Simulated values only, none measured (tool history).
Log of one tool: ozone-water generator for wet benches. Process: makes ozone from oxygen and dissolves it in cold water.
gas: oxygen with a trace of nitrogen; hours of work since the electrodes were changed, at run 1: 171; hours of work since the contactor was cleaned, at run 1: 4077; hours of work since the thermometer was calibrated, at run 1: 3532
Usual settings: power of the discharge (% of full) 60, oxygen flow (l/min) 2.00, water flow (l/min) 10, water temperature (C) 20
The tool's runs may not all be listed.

| run | day | power of the discharge (% of full) | oxygen flow (l/min) | water flow (l/min) | water temperature (C) | hours of work since the electrodes were changed | hours of work since the contactor was cleaned | hours of work since the thermometer was calibrated | dissolved ozone (ppm) | ozone in the gas ahead of the water (g/m3) |
|---|---|---|---|---|---|---|---|---|---|---|
| 1 | 0.000 | 60 | 2.00 | 10 | 20 | 171 | 4077 | 3532 | 20.4 | 223.1 |
| 2 | 0.508 | 60 | 2.00 | 10 | 20 | 180 | 4085 | 3541 | 20.3 | 219.8 |
| 3 | 1.179 | 60 | 2.00 | 10 | 20 | 190 | 4096 | 3552 | 20.0 | 224.8 |
| 4 | 1.979 | 60 | 2.00 | 10 | 20 | 203 | 4109 | 3565 | 20.5 | 224.2 |
| 5 | 2.617 | 60 | 2.00 | 10 | 20 | 214 | 4119 | 3575 | 20.7 | 221.2 |
| 6 | 3.692 | 60 | 2.00 | 10 | 20 | 231 | 4137 | 3592 | 20.5 | 222.6 |
| 7 | 4.592 | 60 | 2.00 | 10 | 20 | 246 | 4151 | 3607 | 20.4 | 221.7 |
| 8 | 5.725 | 60 | 2.00 | 10 | 20 | 264 | 4170 | 3625 | 20.1 | 220.6 |
|  | 5.850 | water thermometer calibrated |
| 9 | 6.308 | 46 | 2.06 | 16 | 16 | 273 | 4179 | 7 | 11.8 | 182.4 |
| 10 | 7.092 | 46 | 2.06 | 16 | 16 | 286 | 4191 | 20 | 12.0 | 178.6 |
| 11 | 8.100 | 67 | 1.01 | 6 | 14 | 302 | 4208 | 36 | 29.7 | 315.8 |
| 12 | 8.808 | 67 | 1.01 | 6 | 15 | 314 | 4219 | 48 | 29.8 | 313.6 |
| 13 | 9.383 | 52 | 2.12 | 15 | 16 | 323 | 4229 | 57 | 13.8 | 195.6 |
| 14 | 10.396 | 58 | 2.00 | 10 | 20 | 339 | 4245 | 74 | 19.8 | 214.9 |
| 15 | 10.929 | 60 | 1.12 | 10 | 15 | 348 | 4254 | 82 | 17.9 | 280.0 |

How the hidden state differs across the entries between the runs, from the last listed run before each to the first after it:
Between runs 8 and 9: water thermometer calibrated (day 5.850)
  contactor's efficiency, % of a clean one's: 89.8 -> 89.7; true water temperature over the reading, C: 0.27 -> 0.41
  measured less the result without the state, dissolved ozone (ppm): -1.1 -> -0.8; ozone in the gas ahead of the water (g/m3): -1.6 -> -1.1
